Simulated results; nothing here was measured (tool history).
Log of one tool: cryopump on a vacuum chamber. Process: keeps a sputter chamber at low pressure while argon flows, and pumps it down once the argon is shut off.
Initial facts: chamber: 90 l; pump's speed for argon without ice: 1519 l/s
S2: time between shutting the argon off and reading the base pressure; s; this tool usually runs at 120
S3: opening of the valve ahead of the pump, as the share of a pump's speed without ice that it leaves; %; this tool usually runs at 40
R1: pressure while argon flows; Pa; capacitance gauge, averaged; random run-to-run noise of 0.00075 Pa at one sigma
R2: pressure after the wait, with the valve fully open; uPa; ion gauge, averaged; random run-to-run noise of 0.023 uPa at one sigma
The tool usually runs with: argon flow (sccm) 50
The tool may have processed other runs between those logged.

run 1 day=0 | argon_flow_(sccm)=50 S2=120 S3=40 | R1=0.1448 R2=1.01
run 2 day=0.358 | argon_flow_(sccm)=50 S2=120 S3=40 | R1=0.1433 R2=1.01
run 3 day=0.767 | argon_flow_(sccm)=50 S2=120 S3=40 | R1=0.1444 R2=1.04
run 4 day=1.392 | argon_flow_(sccm)=50 S2=120 S3=40 | R1=0.145 R2=1.09
run 5 day=1.925 | argon_flow_(sccm)=50 S2=120 S3=40 | R1=0.1457 R2=1.01
run 6 day=2.383 | argon_flow_(sccm)=50 S2=120 S3=40 | R1=0.147 R2=1.09
run 7 day=2.838 | argon_flow_(sccm)=44 S2=120 S3=40 | R1=0.1281 R2=1.09
run 8 day=3.096 | argon_flow_(sccm)=27 S2=120 S3=40 | R1=0.0783 R2=1.05
run 9 day=3.592 | argon_flow_(sccm)=50 S2=245 S3=40 | R1=0.1459 R2=0.86
run 10 day=4.142 | argon_flow_(sccm)=50 S2=245 S3=40 | R1=0.1453 R2=0.86
run 11 day=4.771 | argon_flow_(sccm)=50 S2=245 S3=40 | R1=0.1462 R2=0.84
run 12 day=5.367 | argon_flow_(sccm)=20 S2=245 S3=40 | R1=0.0584 R2=0.81
run 13 day=5.708 | argon_flow_(sccm)=50 S2=120 S3=26 | R1=0.2224 R2=1.07
run 14 day=6.317 | argon_flow_(sccm)=50 S2=120 S3=40 | R1=0.1482 R2=1.11
run 15 day=6.829 | argon_flow_(sccm)=44 S2=120 S3=40 | R1=0.1302 R2=1.16
run 16 day=7.408 | argon_flow_(sccm)=44 S2=120 S3=40 | R1=0.1307 R2=1.15
run 17 day=8.025 | argon_flow_(sccm)=44 S2=120 S3=40 | R1=0.1298 R2=1.15
run 18 day=8.358 | argon_flow_(sccm)=44 S2=120 S3=40 | R1=0.1305 R2=1.16
run 19 day=8.796 | argon_flow_(sccm)=44 S2=296 S3=44 | R1=0.1191 R2=0.87
run 20 day=9.183 | argon_flow_(sccm)=35 S2=278 S3=20 | R1=0.1996 R2=0.89
run 21 day=9.529 | argon_flow_(sccm)=50 S2=169 S3=18 | R1=0.3174 R2=1.06
run 22 day=9.975 | argon_flow_(sccm)=50 S2=100 S3=30 | R1=0.1943 R2=1.33
run 23 day=10.379 | argon_flow_(sccm)=26 S2=120 S3=27 | R1=0.1117 R2=1.2
run 24 day=10.721 | argon_flow_(sccm)=21 S2=133 S3=26 | R1=0.0935 R2=1.12
run 25 day=11.212 | argon_flow_(sccm)=89 S2=43 S3=43 | R1=0.2474 R2=2.23
run 26 day=11.617 | argon_flow_(sccm)=30 S2=71 S3=43 | R1=0.0827 R2=1.54
run 27 day=11.904 | argon_flow_(sccm)=50 S2=152 S3=40 | R1=0.1488 R2=1.11
run 28 day=12.408 | argon_flow_(sccm)=50 S2=152 S3=29 | R1=0.2006 R2=1.13
run 29 day=12.933 | argon_flow_(sccm)=50 S2=152 S3=29 | R1=0.2001 R2=1.2
run 30 day=13.504 | argon_flow_(sccm)=50 S2=152 S3=29 | R1=0.2018 R2=1.13
run 31 day=14.096 | argon_flow_(sccm)=59 S2=120 S3=39 | R1=0.1803 R2=1.24
run 32 day=14.675 | argon_flow_(sccm)=64 S2=148 S3=17 | R1=0.4317 R2=1.19
run 33 day=15.208 | argon_flow_(sccm)=64 S2=148 S3=17 | R1=0.4345 R2=1.2
run 34 day=15.504 | argon_flow_(sccm)=90 S2=107 S3=23 | R1=0.4543 R2=1.38
run 35 day=15.804 | argon_flow_(sccm)=33 S2=102 S3=25 | R1=0.1552 R2=1.34

Predict each of these 3 candidate next runs independently; none follows another, all start after run 35:
run A day=16.312 | argon_flow_(sccm)=24 S2=120 S3=30 | R1=? R2=?
run B day=16.312 | argon_flow_(sccm)=21 S2=280 S3=21 | R1=? R2=?
run C day=16.312 | argon_flow_(sccm)=38 S2=70 S3=55 | R1=? R2=?

run=A R1=0.0944 R2=1.34
run=B R1=0.1159 R2=1.02
run=C R1=0.0847 R2=1.73
With the hidden condition removed and each run's random variation left untouched, the same runs would have given:
run=A R1=0.089 R2=0.71
run=B R1=0.1112 R2=0.41
run=C R1=0.0762 R2=1.09
